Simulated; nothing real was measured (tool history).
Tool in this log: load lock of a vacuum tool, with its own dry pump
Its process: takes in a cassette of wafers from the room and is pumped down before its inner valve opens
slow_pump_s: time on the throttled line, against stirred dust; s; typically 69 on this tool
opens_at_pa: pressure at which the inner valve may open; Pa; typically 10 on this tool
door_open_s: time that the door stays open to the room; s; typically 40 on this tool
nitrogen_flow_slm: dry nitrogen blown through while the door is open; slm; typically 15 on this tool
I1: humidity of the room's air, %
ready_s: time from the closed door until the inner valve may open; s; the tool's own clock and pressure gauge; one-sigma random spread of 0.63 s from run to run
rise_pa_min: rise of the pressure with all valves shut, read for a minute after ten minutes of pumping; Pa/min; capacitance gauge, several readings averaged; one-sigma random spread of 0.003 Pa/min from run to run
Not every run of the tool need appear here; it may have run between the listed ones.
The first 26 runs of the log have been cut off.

run 27 day=326.733 | slow_pump_s=130 opens_at_pa=16 door_open_s=26 nitrogen_flow_slm=8 | I1=43.9 | ready_s=145.1 rise_pa_min=0.028
run 28 day=340.146 | slow_pump_s=94 opens_at_pa=14 door_open_s=26 nitrogen_flow_slm=8 | I1=44.4 | ready_s=112.8 rise_pa_min=0.034
run 29 day=353.504 | slow_pump_s=94 opens_at_pa=14 door_open_s=26 nitrogen_flow_slm=8 | I1=42.7 | ready_s=112.9 rise_pa_min=0.033
-- day=360.642 door's seal changed, seat wiped
run 30 day=360.892 | slow_pump_s=129 opens_at_pa=19 door_open_s=94 nitrogen_flow_slm=8 | I1=44.4 | ready_s=141.3 rise_pa_min=0.065
run 31 day=371.783 | slow_pump_s=77 opens_at_pa=19 door_open_s=78 nitrogen_flow_slm=10 | I1=45.9 | ready_s=96.4 rise_pa_min=0.057
run 32 day=386.562 | slow_pump_s=121 opens_at_pa=8 door_open_s=118 nitrogen_flow_slm=25 | I1=42 | ready_s=139.3 rise_pa_min=0.043
run 33 day=400.183 | slow_pump_s=121 opens_at_pa=10 door_open_s=40 nitrogen_flow_slm=14 | I1=46.7 | ready_s=138.3 rise_pa_min=0.033
run 34 day=411.371 | slow_pump_s=121 opens_at_pa=10 door_open_s=40 nitrogen_flow_slm=14 | I1=46.3 | ready_s=137.8 rise_pa_min=0.037
run 35 day=422.2 | slow_pump_s=67 opens_at_pa=10 door_open_s=40 nitrogen_flow_slm=14 | I1=45.4 | ready_s=90.7 rise_pa_min=0.03
run 36 day=436.092 | slow_pump_s=41 opens_at_pa=19 door_open_s=40 nitrogen_flow_slm=5 | I1=43.7 | ready_s=64.4 rise_pa_min=0.051

Each row is a separate what-if for the run after 36, all from the same tool condition, not one after another. Results?
run A day=447.833 | slow_pump_s=38 opens_at_pa=19 door_open_s=40 nitrogen_flow_slm=5 | I1=44.6 | ready_s=? rise_pa_min=?
run B day=447.833 | slow_pump_s=41 opens_at_pa=15 door_open_s=40 nitrogen_flow_slm=8 | I1=49.1 | ready_s=? rise_pa_min=?
run C day=447.833 | slow_pump_s=46 opens_at_pa=14 door_open_s=68 nitrogen_flow_slm=5 | I1=43.9 | ready_s=? rise_pa_min=?
run D day=447.833 | slow_pump_s=69 opens_at_pa=10 door_open_s=31 nitrogen_flow_slm=15 | I1=45.4 | ready_s=? rise_pa_min=?
run E day=447.833 | slow_pump_s=41 opens_at_pa=10 door_open_s=155 nitrogen_flow_slm=5 | I1=44 | ready_s=? rise_pa_min=?

run=A ready_s=61.5 rise_pa_min=0.042
run=B ready_s=66.3 rise_pa_min=0.047
run=C ready_s=70.5 rise_pa_min=0.058
run=D ready_s=92.3 rise_pa_min=0.031
run=E ready_s=66.8 rise_pa_min=0.095
Without the tool's hidden state the same runs would have given:
run=A ready_s=61.5 rise_pa_min=0.042
run=B ready_s=66.3 rise_pa_min=0.047
run=C ready_s=70.5 rise_pa_min=0.058
run=D ready_s=92.3 rise_pa_min=0.031
run=E ready_s=66.8 rise_pa_min=0.095
